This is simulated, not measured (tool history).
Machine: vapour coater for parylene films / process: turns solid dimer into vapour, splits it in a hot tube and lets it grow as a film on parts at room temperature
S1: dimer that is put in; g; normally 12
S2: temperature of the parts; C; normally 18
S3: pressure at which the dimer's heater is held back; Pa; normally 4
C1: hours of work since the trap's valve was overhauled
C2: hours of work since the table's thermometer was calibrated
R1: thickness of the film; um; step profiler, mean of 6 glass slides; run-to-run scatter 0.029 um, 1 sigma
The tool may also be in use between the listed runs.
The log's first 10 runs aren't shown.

-- hour=159.4 trap's valve overhauled
run 11 hour=182.6 | S1=12 S2=18 S3=4 | C1=12 C2=257 | R1=3.17
run 12 hour=201.8 | S1=12 S2=14 S3=4 | C1=22 C2=267 | R1=3.59
run 13 hour=215.1 | S1=6 S2=18 S3=4 | C1=29 C2=274 | R1=1.55
run 14 hour=232.4 | S1=6 S2=18 S3=4 | C1=38 C2=283 | R1=1.61
run 15 hour=242.8 | S1=6 S2=18 S3=4 | C1=43 C2=288 | R1=1.6
run 16 hour=267.8 | S1=12 S2=18 S3=4 | C1=56 C2=301 | R1=3.16
-- hour=277.4 trap's valve overhauled, once more
run 17 hour=296.1 | S1=12 S2=18 S3=4 | C1=10 C2=314 | R1=3.76
run 18 hour=310.1 | S1=12 S2=18 S3=4 | C1=17 C2=321 | R1=3.73
run 19 hour=323.4 | S1=12 S2=18 S3=4 | C1=24 C2=328 | R1=3.71
run 20 hour=340.4 | S1=12 S2=18 S3=4 | C1=33 C2=337 | R1=3.72
run 21 hour=353.7 | S1=12 S2=18 S3=4 | C1=40 C2=344 | R1=3.71
run 22 hour=377.1 | S1=14 S2=11 S3=5.97 | C1=52 C2=356 | R1=5.13
run 23 hour=399.1 | S1=14 S2=11 S3=5.97 | C1=63 C2=367 | R1=5.06
run 24 hour=421.5 | S1=7 S2=13 S3=5.14 | C1=75 C2=379 | R1=2.43
run 25 hour=433.2 | S1=7 S2=13 S3=5.14 | C1=81 C2=385 | R1=2.42
run 26 hour=458.4 | S1=12 S2=18 S3=4.71 | C1=94 C2=398 | R1=3.59
run 27 hour=471.3 | S1=12 S2=27 S3=4 | C1=101 C2=405 | R1=2.78
run 28 hour=495.5 | S1=12 S2=27 S3=4 | C1=114 C2=418 | R1=2.77
run 29 hour=509 | S1=12 S2=27 S3=4 | C1=121 C2=425 | R1=2.74

The next listed run, before its measurement:
run 30 hour=534.2 | S1=9 S2=11 S3=4 | C1=134 C2=438 | R1=?

R1: 3.41 um
Minus the tool's unlogged condition, the same run would have read R1 3.53 um.
